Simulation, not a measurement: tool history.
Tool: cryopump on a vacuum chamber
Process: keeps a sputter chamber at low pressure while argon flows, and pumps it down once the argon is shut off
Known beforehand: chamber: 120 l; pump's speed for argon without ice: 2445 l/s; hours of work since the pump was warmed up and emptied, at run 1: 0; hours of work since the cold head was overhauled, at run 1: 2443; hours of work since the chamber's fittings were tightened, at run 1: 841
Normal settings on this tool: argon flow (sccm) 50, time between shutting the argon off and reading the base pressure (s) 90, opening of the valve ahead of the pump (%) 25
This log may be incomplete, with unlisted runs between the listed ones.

run   hour  argon flow (sccm)  time between shutting the argon off and reading the base pressure (s)  opening of the valve ahead of the pump (%)  hours of work since the pump was warmed up and emptied  hours of work since the cold head was overhauled  hours of work since the chamber's fittings were tightened  pressure while argon flows (Pa)  pressure after the wait (uPa)
  1      0                 50                                                                     90                                          25                                                       0                                              2443                                                        841                           0.1402                           0.47
  2   55.5                 50                                                                     90                                          23                                                      41                                              2484                                                        882                           0.1532                           0.51
  3   94.7                 50                                                                     90                                          23                                                      70                                              2513                                                        911                           0.1537                           0.48
  4  164.3                 50                                                                     90                                          17                                                     121                                              2565                                                        962                           0.2078                            0.5
  5    218                 50                                                                     90                                          17                                                     161                                              2604                                                       1002                           0.2069                           0.47
  6  290.4                 50                                                                     90                                          25                                                     214                                              2658                                                       1055                           0.1451                            0.5
  7  326.4                 50                                                                     90                                          25                                                     241                                              2684                                                       1082                           0.1466                           0.52
  8  372.3                 50                                                                     90                                          25                                                     275                                              2718                                                       1116                           0.1457                           0.53
  9  414.6                 50                                                                     90                                          37                                                     306                                              2750                                                       1147                           0.1017                            0.5
     423.1  -- pump warmed up, emptied and cooled again
 10  500.5                 50                                                                     90                                          37                                                      57                                              2809                                                       1207                            0.096                           0.52
 11    551                 50                                                                     90                                          37                                                      94                                              2847                                                       1244                           0.0976                           0.52
 12  616.7                 50                                                                     90                                          37                                                     143                                              2895                                                       1293                           0.0972                           0.51
 13  692.4                 22                                                                     90                                          37                                                     199                                              2951                                                       1349                           0.0432                           0.55
 14  767.2                 22                                                                     90                                          37                                                     254                                              3006                                                       1404                           0.0442                           0.54
 15  832.2                 22                                                                     90                                          37                                                     302                                              3054                                                       1452                            0.045                           0.51
     847.4  -- pump warmed up, emptied and cooled again
 16    903                 50                                                                     90                                          25                                                      41                                              3103                                                       1501                           0.1405                           0.49

Forecast run 17:
 17  973.3                 50                                                                     90                                          19                                                      93                                              3155                                                       1552                                ?                              ?

pressure while argon flows (Pa): 0.1845
pressure after the wait (uPa): 0.52
Had the tool carried no hidden state, the very same run would have given pressure while argon flows (Pa) 0.1812, pressure after the wait (uPa) 0.39.
